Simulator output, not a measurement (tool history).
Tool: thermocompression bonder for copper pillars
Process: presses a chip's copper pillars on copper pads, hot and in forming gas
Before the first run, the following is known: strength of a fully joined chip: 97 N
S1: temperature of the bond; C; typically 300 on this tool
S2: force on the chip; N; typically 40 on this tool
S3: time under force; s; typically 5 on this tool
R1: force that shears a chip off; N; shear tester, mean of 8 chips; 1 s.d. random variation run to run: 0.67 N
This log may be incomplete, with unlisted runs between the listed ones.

Run 1, day 0.000: usual settings. Result: R1 49.1 N.
Run 2, day 1.488: usual settings. Result: R1 48.1 N.
Run 3, day 3.050: usual settings. Result: R1 46.6 N.
Run 4, day 4.012: usual settings. Result: R1 46.2 N.
Run 5, day 4.821: usual settings. Result: R1 46.6 N.
Run 6, day 5.767: usual settings. Result: R1 46.3 N.
Run 7, day 6.775: usual settings. Result: R1 45.6 N.
Run 8, day 7.921: usual settings. Result: R1 45.4 N.
Run 9, day 9.446: usual settings but S2 37 N. Result: R1 41.3 N.
Run 10, day 10.712: usual settings. Result: R1 43.7 N.
At day 10.883: forming gas filter changed.
Run 11, day 11.650: usual settings but S3 12 s. Result: R1 63.8 N.
Run 12, day 12.433: usual settings but S3 12 s. Result: R1 63.5 N.
Run 13, day 13.533: usual settings but S3 7 s. Result: R1 52.9 N.
Run 14, day 14.312: usual settings but S3 7 s. Result: R1 53.4 N.
Run 15, day 15.300: usual settings. Result: R1 46.4 N.
Run 16, day 16.383: usual settings. Result: R1 46.8 N.
Run 17, day 17.712: usual settings. Result: R1 44.8 N.
Run 18, day 18.917: usual settings but S1 317 C, S2 34 N, S3 11 s. Result: R1 62.0 N.
Run 19, day 20.133: usual settings but S1 317 C, S2 34 N, S3 11 s. Result: R1 62.0 N.
Run 20, day 20.812: usual settings but S1 275 C, S2 42 N, S3 11 s. Result: R1 45.6 N.
Run 21, day 21.529: usual settings but S1 312 C, S2 25 N. Result: R1 38.6 N.
At day 22.062: forming gas filter changed.
Run 22, day 23.000: usual settings but S1 270 C, S3 3 s. Result: R1 27.4 N.
Run 23, day 24.217: usual settings but S1 270 C, S3 3 s. Result: R1 27.5 N.
Run 24, day 25.642: usual settings but S1 270 C, S3 3 s. Result: R1 26.9 N.
Run 25, day 27.121: usual settings but S1 286 C, S2 50 N, S3 3 s. Result: R1 38.2 N.
Run 26, day 28.196: usual settings but S1 286 C, S2 50 N, S3 3 s. Result: R1 38.9 N.
Run 27, day 29.183: usual settings but S1 311 C, S2 50 N, S3 3 s. Result: R1 50.4 N.
Run 28, day 30.058: usual settings but S1 311 C, S2 31 N. Result: R1 43.8 N.
At day 30.338: force cell calibrated.
Run 29, day 31.342: usual settings but S1 311 C, S2 31 N. Result: R1 42.1 N.
Run 30, day 32.117: usual settings but S1 317 C. Result: R1 52.5 N.
At day 33.292: forming gas filter changed.
Run 31, day 33.742: usual settings but S2 36 N. Result: R1 45.1 N.
Run 32, day 34.533: usual settings but S1 318 C, S2 30 N, S3 13 s. Result: R1 64.4 N.
Run 33, day 36.138: usual settings but S1 318 C, S2 30 N, S3 13 s. Result: R1 65.5 N.

Selected run-to-run steps in R1, each split into two signed amounts: the part the tool would show with no hidden state at all (from settings, incoming material and random variation), and the remainder, which goes to the hidden state together with any gauge scatter not common to the measured and the hidden-state-free results:
Hidden conditions of the tool in this case: true temperature of the bond over the reading, C; force that reaches the chip, % of what is set; oxide that the forming gas leaves, % of the face; drift of the gauge itself on shear_n, %.
Run 10 -> 11: S3 5 -> 12, forming gas filter changed. R1 +20.1 N: hidden state +5.1, all else +15.0.
Run 17 -> 18: S1 300 -> 317, S2 40 -> 34, S3 5 -> 11. R1 +17.2 N: hidden state -2.0, all else +19.2.
Run 21 -> 22: S1 312 -> 270, S2 25 -> 40, S3 5 -> 3, forming gas filter changed. R1 -11.2 N: hidden state +3.6, all else -14.8.
Run 30 -> 31: S1 317 -> 300, S2 40 -> 36, forming gas filter changed. R1 -7.4 N: hidden state +5.5, all else -12.9.
Run 31 -> 32: S1 300 -> 318, S2 36 -> 30, S3 5 -> 13. R1 +19.3 N: hidden state -0.6, all else +19.9.

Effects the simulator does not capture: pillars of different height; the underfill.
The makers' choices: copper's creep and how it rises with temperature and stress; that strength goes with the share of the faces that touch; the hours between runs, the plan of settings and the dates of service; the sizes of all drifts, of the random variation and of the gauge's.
